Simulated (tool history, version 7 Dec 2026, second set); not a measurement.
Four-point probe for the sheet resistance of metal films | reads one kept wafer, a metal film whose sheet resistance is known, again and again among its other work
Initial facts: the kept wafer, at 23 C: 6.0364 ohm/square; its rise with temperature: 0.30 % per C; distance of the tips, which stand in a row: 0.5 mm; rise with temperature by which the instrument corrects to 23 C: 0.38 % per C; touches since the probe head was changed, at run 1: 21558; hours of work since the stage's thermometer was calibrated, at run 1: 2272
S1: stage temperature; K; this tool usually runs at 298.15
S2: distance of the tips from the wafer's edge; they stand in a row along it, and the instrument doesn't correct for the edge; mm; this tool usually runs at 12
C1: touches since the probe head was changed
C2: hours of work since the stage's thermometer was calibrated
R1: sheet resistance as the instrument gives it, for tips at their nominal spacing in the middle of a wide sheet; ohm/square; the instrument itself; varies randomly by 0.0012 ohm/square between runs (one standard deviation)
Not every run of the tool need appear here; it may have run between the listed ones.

run     day      S1  S2      C1    C2        R1
  1       0  298.15  12   21558  2272  6.003004
  2   1.758  298.15  12   23847  2305  5.999562
  3   3.721  298.15  12   26407  2342  5.998263
  4   5.404  298.15  12   28603  2373  5.994255
  5   8.667  298.15  12   32854  2435  5.992041
  6  11.183  298.15  12   36130  2482  5.988285
  7  13.438  306.15  12   39071  2524  5.952392
  8  15.917  297.15  12   42302  2571  5.989086
  9   19.45  307.15  12   46907  2638  5.941728
 10    22.9  307.15  12   51402  2702  5.935596
     23.738  -- stage's thermometer calibrated
 11  25.104  307.15  12   54246    26  5.943926
 12  26.933  306.15  12   56628    60  5.947813
 13  30.292  306.15  12   61004   123  5.943061
 14  33.029  306.15  12   64573   175  5.937873
 15  36.225  306.15  12   68735   235  5.937163
 16  39.771  306.15  64   73357   302  5.927013
 17  41.788  306.15  64   75989   339  5.922043
 18  43.742  306.15  64   78531   376  5.922318
 19  45.588  301.15  52   80938   411  5.939448
 20  48.446  299.15  73   84664   465   5.94459
 21  50.229  299.15  73   86987   498  5.940733
 22  51.954  293.15  23   89238   531  5.965664
 23  54.312  293.15   6   92309   575  5.983417
 24  56.733  304.15  21   95466   621  5.915433
 25  59.925  304.15  21   99621   681  5.912522
 26  61.658  293.15   4  101880   713  6.002209
 27  63.767  295.15  55  104630   753  5.942187
     65.017  -- new probe head fitted
 28  67.029  298.15   9    2624   813  6.045256
 29  70.238  298.15   9    6806   874  6.042238
 30  71.838  293.15  12    8890   904    6.0563
 31  73.625  298.15   4   11223   937  6.081628
 32  75.658  304.15  16   13869   976  6.006501
 33  78.525  304.15  16   17608  1030  6.002312
 34  81.933  294.15  18   22047  1094  6.041118
 35  83.642  294.15  26   24275  1126  6.035643

Selected run-to-run steps in R1, each split into two signed amounts: the part the tool would show with no hidden state at all (from settings, incoming material and random variation), and the remainder, which goes to the hidden state together with any gauge scatter not common to the measured and the hidden-state-free results:
Hidden conditions of the tool in this case: inner tips' distance over the nominal, %; tips' flats over new ones', %; wafer's true temperature over the reading, C; drift of the gauge itself on sheet_ohm, %.
Run 10 -> 11: stage's thermometer calibrated. R1 +0.00833 ohm/square: hidden state +0.006375, all else +0.001955.
Run 15 -> 16: S2 12 -> 64. R1 -0.01015 ohm/square: hidden state -0.004309, all else -0.005841.
Run 25 -> 26: S1 304.15 -> 293.15, S2 21 -> 4. R1 +0.089687 ohm/square: hidden state -0.003657, all else +0.093344.
Run 27 -> 28: S1 295.15 -> 298.15, S2 55 -> 9, new probe head fitted. R1 +0.103069 ohm/square: hidden state +0.107429, all else -0.00436.
Run 31 -> 32: S1 298.15 -> 304.15, S2 4 -> 16. R1 -0.075127 ohm/square: hidden state -0.002274, all else -0.072853.

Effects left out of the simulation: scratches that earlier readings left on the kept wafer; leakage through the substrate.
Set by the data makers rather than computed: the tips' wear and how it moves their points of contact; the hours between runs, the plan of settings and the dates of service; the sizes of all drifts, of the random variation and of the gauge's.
